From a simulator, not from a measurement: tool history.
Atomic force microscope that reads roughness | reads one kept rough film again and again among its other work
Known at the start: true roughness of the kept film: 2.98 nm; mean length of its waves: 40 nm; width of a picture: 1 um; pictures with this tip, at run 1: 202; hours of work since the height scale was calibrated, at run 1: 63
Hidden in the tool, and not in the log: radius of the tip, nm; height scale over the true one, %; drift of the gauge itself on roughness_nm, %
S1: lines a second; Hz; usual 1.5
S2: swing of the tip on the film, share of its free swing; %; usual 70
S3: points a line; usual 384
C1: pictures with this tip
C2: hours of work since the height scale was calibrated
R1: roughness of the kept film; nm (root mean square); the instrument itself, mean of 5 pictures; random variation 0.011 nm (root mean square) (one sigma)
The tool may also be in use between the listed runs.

run   hour    S1  S2   S3   C1   C2     R1
  1      0   1.5  70  384  202   63  2.343
  2     19   1.5  70  384  232   75  2.296
  3   43.2   1.5  70  455  269   91  2.249
  4   63.9  1.67  70  384  300  104  2.209
  5   80.4  1.67  70  384  325  114  2.185
     101.1  -- new tip fitted
  6  103.2  2.49  70  384    3  128  2.381
  7  126.7  2.49  70  384   39  143  2.341
  8  148.8  1.25  70  384   73  157  2.452
  9  160.2  1.25  70  384   91  164  2.419
 10  174.8   1.5  70  384  113  173  2.397
 11  185.2   1.5  71  384  129  180  2.347
 12  209.8   1.5  70  733  166  195  2.298
 13    233  0.94  76  642  202  210  2.301
 14  251.1  3.07  70  384  230  221  2.062
 15  274.9  0.75  70  384  266  236  2.293
       278  -- height scale calibrated on a step standard
 16  296.9   1.5  60  857  298   12  2.241

Run 17 comes next. What will it give?
 17  309.8  1.5  60  857  318  20   ?

Run 17 gave R1 2.233 nm (root mean square).
Without the tool's hidden state the same run would have given R1 2.649 nm (root mean square).

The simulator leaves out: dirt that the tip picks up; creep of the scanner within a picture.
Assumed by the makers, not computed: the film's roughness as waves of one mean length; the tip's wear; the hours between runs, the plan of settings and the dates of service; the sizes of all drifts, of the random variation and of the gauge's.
